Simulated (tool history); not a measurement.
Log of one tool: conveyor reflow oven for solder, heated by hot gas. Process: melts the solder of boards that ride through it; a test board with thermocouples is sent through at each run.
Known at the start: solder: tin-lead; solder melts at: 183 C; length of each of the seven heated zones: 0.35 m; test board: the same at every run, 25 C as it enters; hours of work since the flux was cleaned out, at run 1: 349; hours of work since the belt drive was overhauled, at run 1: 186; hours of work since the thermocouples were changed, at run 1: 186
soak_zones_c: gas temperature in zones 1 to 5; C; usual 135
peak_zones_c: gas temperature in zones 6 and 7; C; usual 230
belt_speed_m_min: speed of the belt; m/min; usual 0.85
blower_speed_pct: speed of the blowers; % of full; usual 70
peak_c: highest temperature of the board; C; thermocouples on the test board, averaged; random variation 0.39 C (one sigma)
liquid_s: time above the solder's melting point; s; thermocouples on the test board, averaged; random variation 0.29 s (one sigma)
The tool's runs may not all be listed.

run   hour  soak_zones_c  peak_zones_c  belt_speed_m_min  blower_speed_pct  hours of work since the flux was cleaned out  hours of work since the belt drive was overhauled  hours of work since the thermocouples were changed  peak_c  liquid_s
  1      0           135           230              0.85                70                                           349                                                186                                                 186   209.6      31.2
        47  -- flux residue cleaned out of gas plates and filters
  2   50.1           135           230              0.85                70                                             2                                                218                                                 218   212.8      33.7
  3   87.1           135           230              0.85                70                                            29                                                245                                                 245   212.9      34.1
  4  126.3           135           230              0.85                70                                            57                                                273                                                 273   212.5      34.2
  5  163.4           135           230              0.85                70                                            84                                                299                                                 299   212.7      33.8
  6  217.4           135           230              0.85                70                                           123                                                338                                                 338   212.2      33.7
  7  272.7           135           230              0.85                70                                           162                                                378                                                 378   211.6      33.4
  8  307.9           135           230             0.749                70                                           188                                                403                                                 403   216.8      41.3
  9  353.1           135           235              0.85                70                                           220                                                436                                                 436   216.3      35.5
 10  380.2           135           223             0.828                70                                           240                                                455                                                 455   206.1      30.7
 11  433.9           149           223             0.828                52                                           278                                                494                                                 494   205.1      32.7
 12  467.3           146           235             0.731                73                                           302                                                518                                                 518   223.3      49.4
 13  502.8           146           235             0.731                73                                           328                                                544                                                 544     223      49.6
 14  551.1           145           230              0.81                73                                           363                                                578                                                 578   214.5        40
     579.1  -- flux residue cleaned out of gas plates and filters
 15  588.1           140           227             0.821                83                                             6                                                601                                                 601   216.6      39.8
     641.7  -- thermocouples of zones 6 and 7 changed
 16    642           134           233             0.689                63                                            44                                                639                                                   0   219.4      47.3
 17  683.5           135           232              0.85                62                                            74                                                669                                                  30   211.8      33.1

Forecast each of these 4 alternatives for the next run:
  A   733           135           226              0.85                52                                           109                                                704                                                  66       ?         ?
  B   733           135           232             0.753                62                                           109                                                704                                                  66       ?         ?
  C   733           135           230             0.959                58                                           109                                                704                                                  66       ?         ?
  D   733           135           220             0.992                66                                           109                                                704                                                  66       ?         ?

run  peak_c  liquid_s
  A   203.9      27.3
  B   215.6      40.8
  C   204.1      23.5
  D   197.3      17.9
Without the tool's hidden state the same runs would have given:
run  peak_c  liquid_s
  A   203.9      26.8
  B   215.7        40
  C   204.3      23.2
  D   197.6      17.9
